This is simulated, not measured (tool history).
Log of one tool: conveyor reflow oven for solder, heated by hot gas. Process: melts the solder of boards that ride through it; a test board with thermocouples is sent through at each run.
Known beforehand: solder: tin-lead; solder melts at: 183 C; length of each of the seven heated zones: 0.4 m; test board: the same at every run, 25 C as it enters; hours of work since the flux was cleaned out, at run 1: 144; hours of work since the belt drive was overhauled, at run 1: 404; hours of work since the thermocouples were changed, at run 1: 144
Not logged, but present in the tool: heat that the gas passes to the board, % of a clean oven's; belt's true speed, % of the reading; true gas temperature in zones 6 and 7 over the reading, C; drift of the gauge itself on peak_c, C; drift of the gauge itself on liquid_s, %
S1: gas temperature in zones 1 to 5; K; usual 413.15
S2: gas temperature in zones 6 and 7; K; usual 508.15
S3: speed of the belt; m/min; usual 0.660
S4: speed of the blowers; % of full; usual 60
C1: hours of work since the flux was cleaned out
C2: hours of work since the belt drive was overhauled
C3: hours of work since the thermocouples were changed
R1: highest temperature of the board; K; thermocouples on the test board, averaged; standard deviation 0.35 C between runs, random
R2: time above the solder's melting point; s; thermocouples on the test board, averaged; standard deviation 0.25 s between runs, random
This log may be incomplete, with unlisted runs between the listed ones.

run	hour	S1	S2	S3	S4	C1	C2	C3	R1	R2
1	0.0	413.15	508.15	0.660	60	144	404	144	491.15	56.4
# hour 16.7: flux residue cleaned out of gas plates and filters
2	16.8	413.15	508.15	0.660	60	0	412	152	492.75	57.4
3	24.6	413.15	508.15	0.660	60	6	418	158	492.55	56.9
4	38.8	413.15	508.15	0.660	60	15	427	167	491.65	57.6
5	47.5	413.15	519.15	0.660	60	21	433	173	501.05	63.1
6	65.4	413.15	508.15	0.660	68	34	446	186	493.75	58.3
7	80.2	413.15	508.15	0.660	68	44	456	196	493.45	58.5
8	92.2	413.15	508.15	0.660	60	53	465	205	491.95	56.8
9	109.1	413.15	508.15	0.660	60	64	476	216	491.75	56.6
10	125.8	413.15	508.15	0.660	60	76	488	228	491.25	56.6
11	143.0	403.15	515.15	0.673	76	88	500	240	498.45	57.3
12	150.7	417.15	515.15	0.625	53	93	505	245	498.55	66.5
13	160.4	417.15	515.15	0.625	53	100	512	252	498.55	66.3
14	177.2	405.15	508.15	0.579	60	112	524	264	493.45	64.3
15	187.6	424.15	522.15	0.579	65	119	531	271	509.85	80.7
16	201.2	424.15	522.15	0.579	65	128	541	280	510.15	81.2
17	215.5	424.15	522.15	0.579	65	138	550	290	509.15	80.6
18	225.7	404.15	508.15	0.536	60	146	558	298	496.15	71.2
# hour 240.5: flux residue cleaned out of gas plates and filters
19	246.6	415.15	497.15	0.660	65	4	569	309	483.15	51.7

How the hidden state differs across the entries between the runs, from the last listed run before each to the first after it:
Logged between run 1 and run 2: flux residue cleaned out of gas plates and filters (hour 16.7)
  heat that the gas passes to the board, % of a clean oven's: 93.5 -> 99.1; belt's true speed, % of the reading: 99.19 -> 99.17; true gas temperature in zones 6 and 7 over the reading, C: -0.47 -> -0.5
  the result without the hidden state subtracted from the measured one, R1: -1.50 -> -0.40 K; R2: -0.8 -> +0.3 s
Logged between run 18 and run 19: flux residue cleaned out of gas plates and filters (hour 240.5)
  heat that the gas passes to the board, % of a clean oven's: 93.2 -> 99.4; belt's true speed, % of the reading: 98.9 -> 98.88; true gas temperature in zones 6 and 7 over the reading, C: -1.06 -> -1.1
  the result without the hidden state subtracted from the measured one, R1: -1.90 -> -0.80 K; R2: -0.8 -> +0.0 s
